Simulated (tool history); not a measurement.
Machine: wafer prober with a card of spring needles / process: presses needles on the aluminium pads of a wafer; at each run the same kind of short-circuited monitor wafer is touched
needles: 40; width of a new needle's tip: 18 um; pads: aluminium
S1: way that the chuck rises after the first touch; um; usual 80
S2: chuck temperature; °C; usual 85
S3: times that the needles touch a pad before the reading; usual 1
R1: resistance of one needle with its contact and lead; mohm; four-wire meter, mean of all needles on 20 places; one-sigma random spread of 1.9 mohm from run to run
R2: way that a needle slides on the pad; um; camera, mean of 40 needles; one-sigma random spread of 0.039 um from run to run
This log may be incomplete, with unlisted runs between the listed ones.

Run 1, hour 0: usual settings. Result: R1 217 mohm, R2 16.58 um.
At hour 25: tips cleaned on abrasive film.
At hour 52.8: tips cleaned on abrasive film.
Run 2, hour 55.1: usual settings. Result: R1 219 mohm, R2 16.6 um.
At hour 78.7: tips cleaned on abrasive film.
Run 3, hour 103.1: usual settings. Result: R1 263 mohm, R2 16.46 um.
At hour 108.3: tips cleaned on abrasive film.
At hour 135.3: tips cleaned on abrasive film.
Run 4, hour 144.3: usual settings. Result: R1 241 mohm, R2 16.47 um.
At hour 161.7: tips cleaned on abrasive film.
Run 5, hour 185.4: usual settings but S1 66 um. Result: R1 295 mohm, R2 13.53 um.
At hour 189: tips cleaned on abrasive film.
At hour 198.1: height of the first contact set anew.
At hour 215.4: tips cleaned on abrasive film.
Run 6, hour 240.9: usual settings but S1 96 um, S2 122 °C, S3 2. Result: R1 234 mohm, R2 20.14 um.
At hour 244.5: tips cleaned on abrasive film.
At hour 271: tips cleaned on abrasive film.
Run 7, hour 271: usual settings but S2 46 °C. Result: R1 200 mohm, R2 16.82 um.
At hour 299.3: tips cleaned on abrasive film.
Run 8, hour 320.8: usual settings but S1 90 um, S2 26 °C, S3 2. Result: R1 224 mohm, R2 18.83 um.
At hour 325.5: tips cleaned on abrasive film.
At hour 351.9: tips cleaned on abrasive film.
Run 9, hour 365.2: usual settings but S1 90 um, S2 26 °C, S3 2. Result: R1 214 mohm, R2 18.81 um.

Run 10 comes next. What will it give?
At hour 381.4: tips cleaned on abrasive film.
Run 10, hour 391.4: usual settings but S1 90 um, S2 26 °C, S3 2. Result: R1 ?, R2 ?.

Run 10 yielded R1 211 mohm, R2 18.78 um.
On a tool with no hidden condition, and with the same random variation, this run would have come out at R1 188 mohm, R2 18.92 um.
